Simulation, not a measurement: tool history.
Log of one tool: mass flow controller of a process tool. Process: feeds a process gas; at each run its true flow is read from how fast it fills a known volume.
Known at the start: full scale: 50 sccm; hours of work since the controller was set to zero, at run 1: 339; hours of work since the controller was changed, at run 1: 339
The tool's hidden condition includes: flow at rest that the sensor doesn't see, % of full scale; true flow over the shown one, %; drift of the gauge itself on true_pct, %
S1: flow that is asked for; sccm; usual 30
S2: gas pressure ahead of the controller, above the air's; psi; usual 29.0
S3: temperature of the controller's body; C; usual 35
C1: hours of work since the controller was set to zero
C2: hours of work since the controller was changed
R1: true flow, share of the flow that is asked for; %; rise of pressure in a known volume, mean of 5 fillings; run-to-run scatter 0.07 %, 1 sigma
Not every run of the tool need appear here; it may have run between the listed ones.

run    hour  S1    S2  S3    C1    C2     R1
  1     0.0  30  29.0  35   339   339  98.42
  2   120.3  30  29.0  35   428   428  98.30
  3   237.0  30  29.0  35   514   514  98.34
  4   375.6  30  29.0  35   616   616  98.38
  5   510.5  30  29.0  22   716   716  99.76
  6   657.6  30  29.0  29   825   825  99.08
  7   808.3  30  29.0  29   936   936  99.01
  8   873.8  30  29.0  29   985   985  99.12
  9   998.1  30  29.0  29  1076  1076  99.06
 10  1125.1  30  29.0  29  1170  1170  99.10
 11  1214.1  30  29.0  35  1236  1236  98.23
 12  1371.0  30  29.0  35  1352  1352  98.39
 13  1492.4  30  29.0  35  1442  1442  98.48
 14  1591.4  30  29.0  35  1515  1515  98.38
 15  1691.0  30  29.0  36  1588  1588  98.26
 16  1760.6  30  29.0  36  1640  1640  98.32
 17  1836.4   9  29.0  35  1696  1696  98.02
 18  1968.0   9  29.0  35  1793  1793  98.01
 19  2125.3  18  29.0  35  1909  1909  98.04
 20  2261.4  18  29.0  35  2010  2010  98.07
 21  2408.8  18  29.0  35  2118  2118  98.09
 22  2543.7  18  29.0  35  2218  2218  98.04
 23  2675.3  18  29.0  35  2315  2315  98.02
 24  2776.2  18  29.0  35  2390  2390  98.06
 25  2841.6  18  29.0  35  2438  2438  98.07
 26  2914.8  10  37.3  35  2492  2492  97.75
 27  3004.1  10  37.3  35  2558  2558  97.85
 28  3144.7   8  24.1  25  2662  2662  99.24

Forecast run 29:
 29  3273.2  37  39.0  34  2757  2757   ?

R1: 98.53 %
Had the tool carried no hidden state, the very same run would have given R1 98.54 %.
